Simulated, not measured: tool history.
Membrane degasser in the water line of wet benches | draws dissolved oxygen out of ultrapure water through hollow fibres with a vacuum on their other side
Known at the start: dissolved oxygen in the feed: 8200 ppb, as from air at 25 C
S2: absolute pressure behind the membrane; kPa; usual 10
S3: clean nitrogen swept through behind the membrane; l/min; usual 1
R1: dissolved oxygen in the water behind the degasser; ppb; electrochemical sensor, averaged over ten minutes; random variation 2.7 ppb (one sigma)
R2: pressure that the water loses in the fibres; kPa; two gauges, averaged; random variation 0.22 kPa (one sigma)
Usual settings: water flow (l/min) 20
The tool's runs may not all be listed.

{"run": 1, "day": 0.0, "water flow (l/min)": 20, "S2": 10, "S3": 1, "R1": 314.4, "R2": 58.88}
{"run": 2, "day": 9.462, "water flow (l/min)": 20, "S2": 10, "S3": 1, "R1": 306.2, "R2": 59.31}
{"run": 3, "day": 18.312, "water flow (l/min)": 20, "S2": 10, "S3": 1, "R1": 314.5, "R2": 59.24}
{"run": 4, "day": 25.425, "water flow (l/min)": 20, "S2": 10, "S3": 1, "R1": 309.6, "R2": 58.74}
{"run": 5, "day": 36.8, "water flow (l/min)": 20, "S2": 10, "S3": 1, "R1": 314, "R2": 59.17}
{"run": 6, "day": 46.371, "water flow (l/min)": 20, "S2": 10, "S3": 1, "R1": 310.8, "R2": 59.7}
{"run": 7, "day": 56.317, "water flow (l/min)": 20, "S2": 10, "S3": 1, "R1": 314.8, "R2": 59.35}
{"run": 8, "day": 69.7, "water flow (l/min)": 27, "S2": 10, "S3": 1, "R1": 432.4, "R2": 80.6}
{"run": 9, "day": 77.829, "water flow (l/min)": 27, "S2": 10, "S3": 1, "R1": 428, "R2": 81.29}
{"day": 86.592, "done": "membrane cartridge changed"}
{"run": 10, "day": 89.192, "water flow (l/min)": 27, "S2": 10, "S3": 1, "R1": 415.9, "R2": 72.59}
{"run": 11, "day": 96.75, "water flow (l/min)": 20, "S2": 10, "S3": 0.51, "R1": 532.1, "R2": 53.75}
{"day": 104.662, "done": "seals of the vacuum lines changed"}
{"run": 12, "day": 111.354, "water flow (l/min)": 20, "S2": 10, "S3": 1.82, "R1": 182.7, "R2": 54.2}
{"run": 13, "day": 124.6, "water flow (l/min)": 20, "S2": 10, "S3": 1.82, "R1": 182, "R2": 54.27}
{"run": 14, "day": 134.271, "water flow (l/min)": 20, "S2": 10, "S3": 1.82, "R1": 186.7, "R2": 54.23}
{"day": 135.438, "done": "vacuum gauge calibrated"}
{"run": 15, "day": 144.312, "water flow (l/min)": 20, "S2": 10, "S3": 1.82, "R1": 185.1, "R2": 54.41}
{"run": 16, "day": 157.754, "water flow (l/min)": 20, "S2": 10, "S3": 1.82, "R1": 190.2, "R2": 54.52}
{"run": 17, "day": 169.029, "water flow (l/min)": 20, "S2": 17.2, "S3": 1.64, "R1": 401.7, "R2": 54.8}
{"run": 18, "day": 175.462, "water flow (l/min)": 13, "S2": 24.7, "S3": 2.61, "R1": 263.8, "R2": 35.35}
{"run": 19, "day": 184.579, "water flow (l/min)": 13, "S2": 12.2, "S3": 1.86, "R1": 158.8, "R2": 35.32}
{"day": 189.175, "done": "vacuum gauge calibrated, once more"}
{"run": 20, "day": 193.717, "water flow (l/min)": 13, "S2": 12.2, "S3": 1.86, "R1": 149.9, "R2": 35.48}
{"run": 21, "day": 200.708, "water flow (l/min)": 13, "S2": 12.2, "S3": 1.86, "R1": 152.2, "R2": 35.36}
{"run": 22, "day": 214.633, "water flow (l/min)": 20, "S2": 10, "S3": 2.95, "R1": 117.3, "R2": 55.24}
{"run": 23, "day": 226.458, "water flow (l/min)": 20, "S2": 14.6, "S3": 1, "R1": 499.2, "R2": 54.75}
{"run": 24, "day": 240.688, "water flow (l/min)": 20, "S2": 14.6, "S3": 1, "R1": 498.7, "R2": 55.19}
{"run": 25, "day": 247.342, "water flow (l/min)": 20, "S2": 12.2, "S3": 1, "R1": 403.1, "R2": 54.82}
{"run": 26, "day": 258.267, "water flow (l/min)": 27, "S2": 7.3, "S3": 1.74, "R1": 179.8, "R2": 74.34}
{"run": 27, "day": 272.592, "water flow (l/min)": 20, "S2": 10, "S3": 0.85, "R1": 355, "R2": 55.72}
{"run": 28, "day": 278.75, "water flow (l/min)": 25, "S2": 10, "S3": 0.85, "R1": 439.8, "R2": 69.28}
{"run": 29, "day": 293.296, "water flow (l/min)": 25, "S2": 10, "S3": 0.85, "R1": 441.7, "R2": 69.26}
{"run": 30, "day": 307.2, "water flow (l/min)": 25, "S2": 10, "S3": 0.85, "R1": 445.3, "R2": 69.62}
{"run": 31, "day": 313.25, "water flow (l/min)": 20, "S2": 7.8, "S3": 1, "R1": 221.5, "R2": 55.74}
{"day": 319.492, "done": "seals of the vacuum lines changed"}
{"run": 32, "day": 325.625, "water flow (l/min)": 22, "S2": 11.3, "S3": 1, "R1": 400.4, "R2": 61.58}

Hidden state or all else? Some run-to-run changes of R1, split into what the settings, what came in and random variation would give without the hidden state, and what is left for the hidden state (with any gauge scatter that isn't in both results):
The hidden state here: membrane still open, %; true pressure behind the membrane over the reading, kPa; air that leaks in behind the membrane, l/min; drift of the gauge itself on oxygen_ppb, %; drift of the gauge itself on loss_of_pressure_kpa, %.
Run 7 -> 8: water flow (l/min) 20 -> 27. R1 +117.6 ppb: hidden state +14.4, all else +103.2.
Run 9 -> 10: membrane cartridge changed. R1 -12.1 ppb: hidden state -18.7, all else +6.6.
Run 11 -> 12: S3 0.51 -> 1.82, seals of the vacuum lines changed. R1 -349.4 ppb: hidden state -7.5, all else -341.9.
Run 22 -> 23: S2 10 -> 14.6, S3 2.95 -> 1. R1 +381.9 ppb: hidden state +3.8, all else +378.1.
Run 30 -> 31: water flow (l/min) 25 -> 20, S2 10 -> 7.8, S3 0.85 -> 1. R1 -223.8 ppb: hidden state -4.3, all else -219.5.

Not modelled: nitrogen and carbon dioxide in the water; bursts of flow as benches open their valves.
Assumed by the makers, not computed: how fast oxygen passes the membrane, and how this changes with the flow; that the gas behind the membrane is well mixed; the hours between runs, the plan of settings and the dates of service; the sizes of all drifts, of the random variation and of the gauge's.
